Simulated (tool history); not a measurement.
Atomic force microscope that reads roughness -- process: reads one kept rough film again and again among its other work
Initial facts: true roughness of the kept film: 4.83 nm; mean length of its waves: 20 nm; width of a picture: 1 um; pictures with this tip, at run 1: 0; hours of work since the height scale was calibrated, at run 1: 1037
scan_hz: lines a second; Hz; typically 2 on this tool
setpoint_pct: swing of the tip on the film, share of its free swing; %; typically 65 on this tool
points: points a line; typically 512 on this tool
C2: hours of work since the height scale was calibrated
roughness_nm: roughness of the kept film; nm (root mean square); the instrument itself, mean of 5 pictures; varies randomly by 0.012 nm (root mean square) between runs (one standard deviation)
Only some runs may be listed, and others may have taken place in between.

{"run": 1, "day": 0.0, "scan_hz": 2, "setpoint_pct": 65, "points": 512, "pictures with this tip": 0, "C2": 1037, "roughness_nm": 2.942}
{"run": 2, "day": 0.958, "scan_hz": 2, "setpoint_pct": 65, "points": 512, "pictures with this tip": 39, "C2": 1053, "roughness_nm": 2.797}
{"run": 3, "day": 2.846, "scan_hz": 2, "setpoint_pct": 65, "points": 512, "pictures with this tip": 115, "C2": 1085, "roughness_nm": 2.548}
{"run": 4, "day": 4.533, "scan_hz": 2, "setpoint_pct": 65, "points": 512, "pictures with this tip": 183, "C2": 1113, "roughness_nm": 2.366}
{"run": 5, "day": 6.033, "scan_hz": 2, "setpoint_pct": 65, "points": 512, "pictures with this tip": 244, "C2": 1138, "roughness_nm": 2.224}
{"run": 6, "day": 7.383, "scan_hz": 2, "setpoint_pct": 65, "points": 512, "pictures with this tip": 298, "C2": 1161, "roughness_nm": 2.083}
{"day": 8.738, "done": "new tip fitted"}
{"run": 7, "day": 8.738, "scan_hz": 2, "setpoint_pct": 65, "points": 512, "pictures with this tip": 0, "C2": 1183, "roughness_nm": 2.967}
{"run": 8, "day": 10.371, "scan_hz": 2, "setpoint_pct": 65, "points": 512, "pictures with this tip": 66, "C2": 1210, "roughness_nm": 2.725}
{"run": 9, "day": 12.292, "scan_hz": 2, "setpoint_pct": 65, "points": 512, "pictures with this tip": 144, "C2": 1242, "roughness_nm": 2.498}
{"run": 10, "day": 13.454, "scan_hz": 2, "setpoint_pct": 65, "points": 512, "pictures with this tip": 191, "C2": 1262, "roughness_nm": 2.373}
{"run": 11, "day": 14.283, "scan_hz": 2, "setpoint_pct": 65, "points": 512, "pictures with this tip": 224, "C2": 1275, "roughness_nm": 2.31}
{"run": 12, "day": 15.658, "scan_hz": 2, "setpoint_pct": 65, "points": 512, "pictures with this tip": 280, "C2": 1298, "roughness_nm": 2.174}
{"run": 13, "day": 16.929, "scan_hz": 2, "setpoint_pct": 65, "points": 512, "pictures with this tip": 331, "C2": 1320, "roughness_nm": 2.057}
{"day": 17.429, "done": "new tip fitted"}
{"run": 14, "day": 18.629, "scan_hz": 2, "setpoint_pct": 65, "points": 512, "pictures with this tip": 49, "C2": 1348, "roughness_nm": 2.714}
{"run": 15, "day": 19.483, "scan_hz": 2, "setpoint_pct": 65, "points": 512, "pictures with this tip": 83, "C2": 1362, "roughness_nm": 2.599}
{"run": 16, "day": 21.146, "scan_hz": 2, "setpoint_pct": 65, "points": 512, "pictures with this tip": 150, "C2": 1390, "roughness_nm": 2.438}
{"run": 17, "day": 22.542, "scan_hz": 2, "setpoint_pct": 65, "points": 512, "pictures with this tip": 206, "C2": 1413, "roughness_nm": 2.307}
{"run": 18, "day": 24.358, "scan_hz": 2, "setpoint_pct": 65, "points": 512, "pictures with this tip": 280, "C2": 1443, "roughness_nm": 2.147}
{"run": 19, "day": 25.567, "scan_hz": 2, "setpoint_pct": 65, "points": 512, "pictures with this tip": 329, "C2": 1463, "roughness_nm": 2.076}
{"day": 26.196, "done": "new tip fitted"}
{"run": 20, "day": 26.508, "scan_hz": 2, "setpoint_pct": 61, "points": 512, "pictures with this tip": 13, "C2": 1479, "roughness_nm": 2.914}
{"run": 21, "day": 28.021, "scan_hz": 0.83, "setpoint_pct": 65, "points": 512, "pictures with this tip": 74, "C2": 1504, "roughness_nm": 2.809}
{"run": 22, "day": 29.267, "scan_hz": 0.83, "setpoint_pct": 65, "points": 512, "pictures with this tip": 124, "C2": 1525, "roughness_nm": 2.676}
{"run": 23, "day": 30.829, "scan_hz": 0.83, "setpoint_pct": 65, "points": 512, "pictures with this tip": 187, "C2": 1551, "roughness_nm": 2.473}
{"run": 24, "day": 32.321, "scan_hz": 0.83, "setpoint_pct": 65, "points": 512, "pictures with this tip": 248, "C2": 1576, "roughness_nm": 2.332}
{"run": 25, "day": 33.388, "scan_hz": 0.83, "setpoint_pct": 65, "points": 512, "pictures with this tip": 291, "C2": 1594, "roughness_nm": 2.244}
{"day": 34.917, "done": "new tip fitted"}
{"run": 26, "day": 34.925, "scan_hz": 2, "setpoint_pct": 65, "points": 512, "pictures with this tip": 1, "C2": 1619, "roughness_nm": 2.897}
{"run": 27, "day": 36.821, "scan_hz": 0.8, "setpoint_pct": 86, "points": 867, "pictures with this tip": 77, "C2": 1650, "roughness_nm": 2.588}
{"run": 28, "day": 38.488, "scan_hz": 0.67, "setpoint_pct": 64, "points": 609, "pictures with this tip": 145, "C2": 1678, "roughness_nm": 2.608}
{"run": 29, "day": 39.479, "scan_hz": 0.67, "setpoint_pct": 64, "points": 609, "pictures with this tip": 185, "C2": 1695, "roughness_nm": 2.498}
{"day": 39.617, "done": "height scale calibrated on a step standard"}
{"run": 30, "day": 40.517, "scan_hz": 0.67, "setpoint_pct": 64, "points": 609, "pictures with this tip": 225, "C2": 15, "roughness_nm": 2.408}
{"run": 31, "day": 41.775, "scan_hz": 1.98, "setpoint_pct": 88, "points": 929, "pictures with this tip": 276, "C2": 36, "roughness_nm": 1.805}
{"run": 32, "day": 42.667, "scan_hz": 2.47, "setpoint_pct": 65, "points": 642, "pictures with this tip": 312, "C2": 51, "roughness_nm": 2.046}
{"day": 43.192, "done": "height scale calibrated on a step standard, once more"}
{"day": 43.717, "done": "new tip fitted"}
{"run": 33, "day": 44.4, "scan_hz": 0.89, "setpoint_pct": 82, "points": 441, "pictures with this tip": 27, "C2": 20, "roughness_nm": 2.757}
{"run": 34, "day": 45.571, "scan_hz": 0.89, "setpoint_pct": 82, "points": 441, "pictures with this tip": 74, "C2": 39, "roughness_nm": 2.616}
{"run": 35, "day": 46.675, "scan_hz": 1.04, "setpoint_pct": 71, "points": 512, "pictures with this tip": 119, "C2": 58, "roughness_nm": 2.553}
{"run": 36, "day": 48.0, "scan_hz": 1.04, "setpoint_pct": 71, "points": 512, "pictures with this tip": 173, "C2": 80, "roughness_nm": 2.403}
{"run": 37, "day": 49.758, "scan_hz": 3.25, "setpoint_pct": 73, "points": 745, "pictures with this tip": 244, "C2": 109, "roughness_nm": 1.928}
{"run": 38, "day": 50.683, "scan_hz": 2.19, "setpoint_pct": 77, "points": 447, "pictures with this tip": 281, "C2": 125, "roughness_nm": 1.915}
{"run": 39, "day": 52.217, "scan_hz": 2.5, "setpoint_pct": 87, "points": 315, "pictures with this tip": 343, "C2": 150, "roughness_nm": 1.559}
{"day": 52.5, "done": "new tip fitted"}
{"run": 40, "day": 53.625, "scan_hz": 2.5, "setpoint_pct": 55, "points": 692, "pictures with this tip": 46, "C2": 173, "roughness_nm": 2.831}
{"run": 41, "day": 54.725, "scan_hz": 3.72, "setpoint_pct": 74, "points": 282, "pictures with this tip": 90, "C2": 192, "roughness_nm": 2.156}
{"run": 42, "day": 55.817, "scan_hz": 2, "setpoint_pct": 83, "points": 755, "pictures with this tip": 134, "C2": 210, "roughness_nm": 2.17}
{"run": 43, "day": 57.725, "scan_hz": 2, "setpoint_pct": 64, "points": 341, "pictures with this tip": 211, "C2": 242, "roughness_nm": 2.269}
{"run": 44, "day": 58.708, "scan_hz": 2.94, "setpoint_pct": 76, "points": 542, "pictures with this tip": 251, "C2": 258, "roughness_nm": 1.917}
{"run": 45, "day": 60.454, "scan_hz": 2.94, "setpoint_pct": 76, "points": 542, "pictures with this tip": 322, "C2": 287, "roughness_nm": 1.803}
{"day": 61.271, "done": "new tip fitted"}
{"run": 46, "day": 62.029, "scan_hz": 0.71, "setpoint_pct": 76, "points": 292, "pictures with this tip": 30, "C2": 313, "roughness_nm": 2.754}
{"run": 47, "day": 63.7, "scan_hz": 3.15, "setpoint_pct": 83, "points": 860, "pictures with this tip": 98, "C2": 341, "roughness_nm": 1.999}
{"run": 48, "day": 65.029, "scan_hz": 2, "setpoint_pct": 60, "points": 680, "pictures with this tip": 151, "C2": 363, "roughness_nm": 2.443}
{"run": 49, "day": 66.604, "scan_hz": 0.65, "setpoint_pct": 65, "points": 305, "pictures with this tip": 215, "C2": 390, "roughness_nm": 2.325}
{"run": 50, "day": 68.325, "scan_hz": 1.77, "setpoint_pct": 55, "points": 776, "pictures with this tip": 285, "C2": 418, "roughness_nm": 2.212}
{"run": 51, "day": 69.825, "scan_hz": 1.77, "setpoint_pct": 71, "points": 620, "pictures with this tip": 345, "C2": 443, "roughness_nm": 1.932}

Hidden condition of the tool, last listed run before each entry between runs versus first listed run after:
After run 6, before run 7: new tip fitted (day 8.738)
  radius of the tip, nm: 22.9 -> 10.1; height scale over the true one, %: 0.47 -> 0.48
  what was measured, less what the result would be without the hidden state, roughness_nm: -0.853 -> +0 nm (root mean square)
After run 13, before run 14: new tip fitted (day 17.429)
  radius of the tip, nm: 23.4 -> 12.9; height scale over the true one, %: 0.54 -> 0.55
  what was measured, less what the result would be without the hidden state, roughness_nm: -0.872 -> -0.237 nm (root mean square)
After run 19, before run 20: new tip fitted (day 26.196)
  radius of the tip, nm: 23.5 -> 11.1; height scale over the true one, %: 0.6 -> 0.61
  what was measured, less what the result would be without the hidden state, roughness_nm: -0.886 -> -0.086 nm (root mean square)
After run 25, before run 26: new tip fitted (day 34.917)
  radius of the tip, nm: 22.2 -> 10.8; height scale over the true one, %: 0.66 -> 0.67
  what was measured, less what the result would be without the hidden state, roughness_nm: -0.861 -> -0.054 nm (root mean square)
After run 29, before run 30: height scale calibrated on a step standard (day 39.617)
  radius of the tip, nm: 18.4 -> 20; height scale over the true one, %: 0.7 -> 1.01
  what was measured, less what the result would be without the hidden state, roughness_nm: -0.652 -> -0.744 nm (root mean square)
After run 32, before run 33: height scale calibrated on a step standard, once more (day 43.192); new tip fitted (day 43.717)
  radius of the tip, nm: 23.5 -> 11.6; height scale over the true one, %: 1.03 -> 0.04
  what was measured, less what the result would be without the hidden state, roughness_nm: -0.864 -> -0.144 nm (root mean square)
After run 39, before run 40: new tip fitted (day 52.5)
  radius of the tip, nm: 24.6 -> 12.5; height scale over the true one, %: 0.09 -> 0.1
  what was measured, less what the result would be without the hidden state, roughness_nm: -0.736 -> -0.227 nm (root mean square)
After run 45, before run 46: new tip fitted (day 61.271)
  radius of the tip, nm: 23.3 -> 12.6; height scale over the true one, %: 0.15 -> 0.16
  what was measured, less what the result would be without the hidden state, roughness_nm: -0.769 -> -0.225 nm (root mean square)

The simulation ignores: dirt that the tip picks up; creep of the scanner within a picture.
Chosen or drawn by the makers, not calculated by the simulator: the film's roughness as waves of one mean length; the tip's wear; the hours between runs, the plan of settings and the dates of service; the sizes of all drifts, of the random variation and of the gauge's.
